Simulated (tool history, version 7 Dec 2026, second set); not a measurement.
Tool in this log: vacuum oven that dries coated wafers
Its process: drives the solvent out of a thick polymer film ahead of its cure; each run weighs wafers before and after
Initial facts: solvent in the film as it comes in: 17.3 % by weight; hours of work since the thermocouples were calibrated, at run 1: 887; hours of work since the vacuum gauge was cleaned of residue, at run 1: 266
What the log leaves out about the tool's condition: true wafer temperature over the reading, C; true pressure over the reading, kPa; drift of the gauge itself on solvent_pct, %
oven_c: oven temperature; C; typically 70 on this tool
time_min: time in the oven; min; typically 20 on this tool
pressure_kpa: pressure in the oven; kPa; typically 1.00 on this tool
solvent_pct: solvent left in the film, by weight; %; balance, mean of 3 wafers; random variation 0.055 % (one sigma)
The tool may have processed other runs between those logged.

| run | hour | oven_c | time_min | pressure_kpa | hours of work since the thermocouples were calibrated | hours of work since the vacuum gauge was cleaned of residue | solvent_pct |
|---|---|---|---|---|---|---|---|
| 1 | 0.0 | 70 | 20 | 1.00 | 887 | 266 | 2.94 |
| 2 | 31.7 | 70 | 20 | 1.00 | 902 | 281 | 3.08 |
| 3 | 53.1 | 78 | 20 | 1.00 | 912 | 290 | 0.98 |
| 4 | 68.6 | 78 | 20 | 1.00 | 919 | 298 | 1.09 |
| 5 | 84.0 | 70 | 20 | 1.00 | 926 | 305 | 3.05 |
| 6 | 100.1 | 70 | 20 | 1.00 | 933 | 312 | 3.01 |
| 7 | 128.6 | 70 | 20 | 1.00 | 946 | 325 | 3.06 |
| 8 | 146.8 | 70 | 20 | 1.00 | 955 | 333 | 3.06 |
| 9 | 166.6 | 70 | 20 | 1.00 | 964 | 342 | 3.06 |
| 10 | 188.2 | 70 | 20 | 1.00 | 974 | 352 | 3.20 |
| 11 | 210.7 | 70 | 20 | 1.00 | 984 | 363 | 3.10 |
| 12 | 224.2 | 70 | 34 | 1.00 | 990 | 369 | 1.56 |
| 13 | 249.0 | 70 | 34 | 1.00 | 1001 | 380 | 1.55 |
| 14 | 272.2 | 70 | 34 | 1.00 | 1012 | 391 | 1.53 |
| 15 | 301.1 | 70 | 34 | 1.00 | 1025 | 404 | 1.56 |
| 16 | 329.6 | 57 | 34 | 1.00 | 1038 | 417 | 6.38 |
| 17 | 354.3 | 70 | 20 | 0.89 | 1050 | 428 | 3.23 |
| 18 | 376.6 | 70 | 20 | 1.59 | 1060 | 438 | 3.50 |
| 19 | 408.4 | 70 | 20 | 1.59 | 1074 | 453 | 3.71 |
| 20 | 422.8 | 59 | 28 | 0.67 | 1081 | 460 | 6.01 |
| 21 | 455.0 | 85 | 13 | 2.62 | 1096 | 474 | 1.60 |
| 22 | 469.1 | 70 | 26 | 0.56 | 1102 | 481 | 1.85 |
| 23 | 501.4 | 61 | 26 | 0.56 | 1117 | 496 | 5.45 |
| 24 | 520.5 | 58 | 13 | 1.00 | 1126 | 504 | 10.28 |
| 25 | 534.1 | 70 | 20 | 0.88 | 1132 | 511 | 3.15 |
| 26 | 558.7 | 71 | 26 | 0.88 | 1143 | 522 | 1.98 |
|  | 584.7 | oven's thermocouples calibrated |
| 27 | 589.2 | 71 | 26 | 0.88 | 2 | 535 | 1.35 |

What does the tool deliver on the next run?
| 28 | 612.0 | 79 | 18 | 0.50 | 12 | 545 | ? |

solvent_pct: 0.59 %
The same run, on a tool lacking any hidden state, would have yielded solvent_pct 0.54 %.
